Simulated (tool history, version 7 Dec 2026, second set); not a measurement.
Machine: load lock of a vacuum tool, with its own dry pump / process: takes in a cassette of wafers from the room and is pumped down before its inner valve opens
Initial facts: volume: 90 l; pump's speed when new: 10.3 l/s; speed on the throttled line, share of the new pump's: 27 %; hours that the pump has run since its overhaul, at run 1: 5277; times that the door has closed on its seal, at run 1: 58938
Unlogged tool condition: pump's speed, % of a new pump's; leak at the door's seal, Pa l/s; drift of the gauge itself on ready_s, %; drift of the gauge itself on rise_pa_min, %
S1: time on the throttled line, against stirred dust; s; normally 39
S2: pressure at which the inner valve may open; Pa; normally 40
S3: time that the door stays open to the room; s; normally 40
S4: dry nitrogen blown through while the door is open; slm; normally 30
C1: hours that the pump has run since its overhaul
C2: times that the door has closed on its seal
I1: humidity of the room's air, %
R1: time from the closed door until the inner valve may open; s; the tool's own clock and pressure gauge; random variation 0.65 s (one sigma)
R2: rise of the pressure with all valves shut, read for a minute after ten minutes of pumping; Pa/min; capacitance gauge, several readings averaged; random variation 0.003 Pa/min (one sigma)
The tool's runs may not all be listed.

{"run": 1, "hour": 0.0, "S1": 39, "S2": 40, "S3": 40, "S4": 30, "C1": 5277, "C2": 58938, "I1": 44.3, "R1": 99.3, "R2": 0.435}
{"run": 2, "hour": 661.9, "S1": 39, "S2": 40, "S3": 40, "S4": 30, "C1": 5939, "C2": 60826, "I1": 46.0, "R1": 100.6, "R2": 0.467}
{"run": 3, "hour": 985.7, "S1": 39, "S2": 40, "S3": 100, "S4": 30, "C1": 6263, "C2": 61749, "I1": 41.9, "R1": 101.5, "R2": 0.487}
{"run": 4, "hour": 1316.5, "S1": 66, "S2": 40, "S3": 40, "S4": 30, "C1": 6594, "C2": 62693, "I1": 45.8, "R1": 120.6, "R2": 0.5}
{"run": 5, "hour": 2033.9, "S1": 66, "S2": 40, "S3": 40, "S4": 30, "C1": 7311, "C2": 64739, "I1": 44.3, "R1": 120.4, "R2": 0.519}
{"run": 6, "hour": 2453.0, "S1": 39, "S2": 40, "S3": 40, "S4": 13, "C1": 7730, "C2": 65934, "I1": 39.4, "R1": 102.3, "R2": 0.551}
{"run": 7, "hour": 2938.3, "S1": 39, "S2": 40, "S3": 40, "S4": 13, "C1": 8216, "C2": 67318, "I1": 44.6, "R1": 102.3, "R2": 0.569}
{"run": 8, "hour": 3555.9, "S1": 39, "S2": 40, "S3": 40, "S4": 30, "C1": 8833, "C2": 69079, "I1": 44.5, "R1": 102.0, "R2": 0.585}
{"hour": 3957.6, "done": "door's seal changed, seat wiped"}
{"run": 9, "hour": 3969.7, "S1": 39, "S2": 40, "S3": 40, "S4": 30, "C1": 9246, "C2": 35, "I1": 41.4, "R1": 103.6, "R2": 0.009}
{"run": 10, "hour": 4610.5, "S1": 39, "S2": 40, "S3": 65, "S4": 30, "C1": 9886, "C2": 1862, "I1": 50.1, "R1": 104.4, "R2": 0.019}
{"run": 11, "hour": 4926.0, "S1": 39, "S2": 40, "S3": 65, "S4": 30, "C1": 10202, "C2": 2762, "I1": 46.8, "R1": 103.9, "R2": 0.02}
{"run": 12, "hour": 5441.7, "S1": 39, "S2": 40, "S3": 49, "S4": 30, "C1": 10717, "C2": 4232, "I1": 43.0, "R1": 104.2, "R2": 0.023}
{"run": 13, "hour": 5923.1, "S1": 39, "S2": 40, "S3": 49, "S4": 30, "C1": 11199, "C2": 5605, "I1": 45.1, "R1": 103.8, "R2": 0.024}
{"run": 14, "hour": 6627.4, "S1": 39, "S2": 40, "S3": 56, "S4": 30, "C1": 11903, "C2": 7614, "I1": 48.2, "R1": 105.2, "R2": 0.034}
{"run": 15, "hour": 7280.1, "S1": 39, "S2": 40, "S3": 40, "S4": 30, "C1": 12556, "C2": 9475, "I1": 44.2, "R1": 106.7, "R2": 0.032}
{"run": 16, "hour": 7647.6, "S1": 51, "S2": 40, "S3": 40, "S4": 30, "C1": 12923, "C2": 10523, "I1": 47.1, "R1": 113.9, "R2": 0.04}
{"run": 17, "hour": 8219.8, "S1": 39, "S2": 40, "S3": 40, "S4": 30, "C1": 13496, "C2": 12155, "I1": 45.1, "R1": 107.4, "R2": 0.054}
{"run": 18, "hour": 8634.0, "S1": 39, "S2": 40, "S3": 40, "S4": 30, "C1": 13910, "C2": 13336, "I1": 43.3, "R1": 108.2, "R2": 0.058}
{"run": 19, "hour": 9193.8, "S1": 39, "S2": 40, "S3": 40, "S4": 30, "C1": 14470, "C2": 14933, "I1": 45.1, "R1": 108.5, "R2": 0.057}
{"run": 20, "hour": 9819.0, "S1": 39, "S2": 40, "S3": 40, "S4": 30, "C1": 15095, "C2": 16715, "I1": 42.5, "R1": 109.0, "R2": 0.066}
{"run": 21, "hour": 10184.4, "S1": 70, "S2": 64, "S3": 32, "S4": 6, "C1": 15460, "C2": 17757, "I1": 49.0, "R1": 125.5, "R2": 0.089}
{"run": 22, "hour": 10577.7, "S1": 70, "S2": 64, "S3": 32, "S4": 6, "C1": 15854, "C2": 18879, "I1": 44.5, "R1": 125.7, "R2": 0.098}
{"run": 23, "hour": 11216.3, "S1": 40, "S2": 70, "S3": 60, "S4": 30, "C1": 16492, "C2": 20700, "I1": 48.9, "R1": 106.7, "R2": 0.093}
{"run": 24, "hour": 11681.0, "S1": 39, "S2": 31, "S3": 40, "S4": 30, "C1": 16957, "C2": 22025, "I1": 42.6, "R1": 114.3, "R2": 0.101}
{"run": 25, "hour": 11985.8, "S1": 39, "S2": 31, "S3": 40, "S4": 30, "C1": 17262, "C2": 22894, "I1": 44.5, "R1": 111.8, "R2": 0.099}
{"hour": 12435.7, "done": "dry pump taken out, an overhauled one fitted"}
{"run": 26, "hour": 12487.4, "S1": 39, "S2": 31, "S3": 40, "S4": 30, "C1": 52, "C2": 24308, "I1": 45.8, "R1": 98.4, "R2": 0.112}
{"run": 27, "hour": 12895.2, "S1": 39, "S2": 31, "S3": 40, "S4": 30, "C1": 460, "C2": 25471, "I1": 46.9, "R1": 99.4, "R2": 0.125}
{"run": 28, "hour": 13239.6, "S1": 71, "S2": 29, "S3": 29, "S4": 10, "C1": 804, "C2": 26453, "I1": 42.0, "R1": 121.4, "R2": 0.132}
{"run": 29, "hour": 13881.9, "S1": 71, "S2": 29, "S3": 29, "S4": 10, "C1": 1446, "C2": 28284, "I1": 45.7, "R1": 123.6, "R2": 0.145}
{"run": 30, "hour": 14504.2, "S1": 71, "S2": 33, "S3": 29, "S4": 10, "C1": 2069, "C2": 30059, "I1": 43.1, "R1": 123.7, "R2": 0.162}
{"run": 31, "hour": 14875.6, "S1": 71, "S2": 33, "S3": 29, "S4": 10, "C1": 2440, "C2": 31118, "I1": 45.6, "R1": 123.2, "R2": 0.166}
{"run": 32, "hour": 15416.4, "S1": 39, "S2": 40, "S3": 40, "S4": 10, "C1": 2981, "C2": 32661, "I1": 43.3, "R1": 98.5, "R2": 0.181}
{"run": 33, "hour": 15791.0, "S1": 39, "S2": 67, "S3": 95, "S4": 19, "C1": 3355, "C2": 33729, "I1": 45.6, "R1": 93.1, "R2": 0.195}
{"run": 34, "hour": 16298.0, "S1": 39, "S2": 31, "S3": 40, "S4": 30, "C1": 3862, "C2": 35175, "I1": 44.9, "R1": 101.8, "R2": 0.197}

Alternative continuations, all from the tool just after run 34; predict every row:
{"run": "A", "hour": 16672.0, "S1": 39, "S2": 64, "S3": 40, "S4": 34, "C1": 4236, "C2": 36241, "I1": 46.4, "R1": "?", "R2": "?"}
{"run": "B", "hour": 16672.0, "S1": 39, "S2": 57, "S3": 32, "S4": 14, "C1": 4236, "C2": 36241, "I1": 45.2, "R1": "?", "R2": "?"}
{"run": "C", "hour": 16672.0, "S1": 26, "S2": 40, "S3": 149, "S4": 12, "C1": 4236, "C2": 36241, "I1": 48.1, "R1": "?", "R2": "?"}
{"run": "D", "hour": 16672.0, "S1": 39, "S2": 72, "S3": 40, "S4": 30, "C1": 4236, "C2": 36241, "I1": 42.8, "R1": "?", "R2": "?"}
{"run": "E", "hour": 16672.0, "S1": 21, "S2": 31, "S3": 40, "S4": 30, "C1": 4236, "C2": 36241, "I1": 43.1, "R1": "?", "R2": "?"}

run=A R1=95.3 R2=0.202
run=B R1=96.7 R2=0.210
run=C R1=90.8 R2=0.227
run=D R1=92.1 R2=0.201
run=E R1=88.9 R2=0.202
Stripped of hidden state, with their random variation kept, the same runs would have yielded:
run=A R1=92.7 R2=0.009
run=B R1=94.0 R2=0.014
run=C R1=87.8 R2=0.036
run=D R1=89.5 R2=0.010
run=E R1=85.8 R2=0.008
